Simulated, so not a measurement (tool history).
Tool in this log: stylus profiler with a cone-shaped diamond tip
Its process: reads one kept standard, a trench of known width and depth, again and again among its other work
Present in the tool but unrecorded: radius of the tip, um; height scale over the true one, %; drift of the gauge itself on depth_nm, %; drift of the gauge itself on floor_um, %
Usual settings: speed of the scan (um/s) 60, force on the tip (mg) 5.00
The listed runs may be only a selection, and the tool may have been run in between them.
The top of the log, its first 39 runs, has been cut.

| run | day | speed of the scan (um/s) | force on the tip (mg) | scans with this tip | hours of work since the height scale was calibrated | depth of the trench (angstrom) | width of the trench's floor (um) |
|---|---|---|---|---|---|---|---|
| 40 | 32.788 | 27 | 9.38 | 5874 | 516 | 5205.8 | 96.18 |
| 41 | 33.962 | 27 | 9.38 | 6043 | 530 | 5205.3 | 96.20 |
| 42 | 35.146 | 27 | 9.38 | 6214 | 545 | 5205.6 | 96.20 |
| 43 | 36.279 | 82 | 8.82 | 6378 | 560 | 5197.0 | 95.98 |
| 44 | 37.075 | 206 | 4.09 | 6493 | 570 | 5120.3 | 95.24 |
| 45 | 37.633 | 206 | 4.09 | 6574 | 577 | 5121.0 | 95.28 |
| 46 | 38.533 | 206 | 4.09 | 6704 | 588 | 5121.6 | 95.31 |
| 47 | 39.408 | 206 | 4.09 | 6830 | 599 | 5121.1 | 95.27 |

Each row is a separate what-if for the run after 47, all from the same tool condition, not one after another. Results?
| A | 40.354 | 60 | 7.53 | 6967 | 611 | ? | ? |
| B | 40.354 | 230 | 7.07 | 6967 | 611 | ? | ? |
| C | 40.354 | 54 | 14.27 | 6967 | 611 | ? | ? |
| D | 40.354 | 206 | 4.75 | 6967 | 611 | ? | ? |

| run | depth of the trench (angstrom) | width of the trench's floor (um) |
|---|---|---|
| A | 5178.3 | 95.99 |
| B | 5174.2 | 95.40 |
| C | 5271.7 | 96.06 |
| D | 5134.5 | 95.30 |
Had the tool no hidden state, the same runs would have come out as:
| run | depth of the trench (angstrom) | width of the trench's floor (um) |
|---|---|---|
| A | 5171.5 | 96.81 |
| B | 5167.4 | 96.22 |
| C | 5264.8 | 96.88 |
| D | 5127.8 | 96.11 |
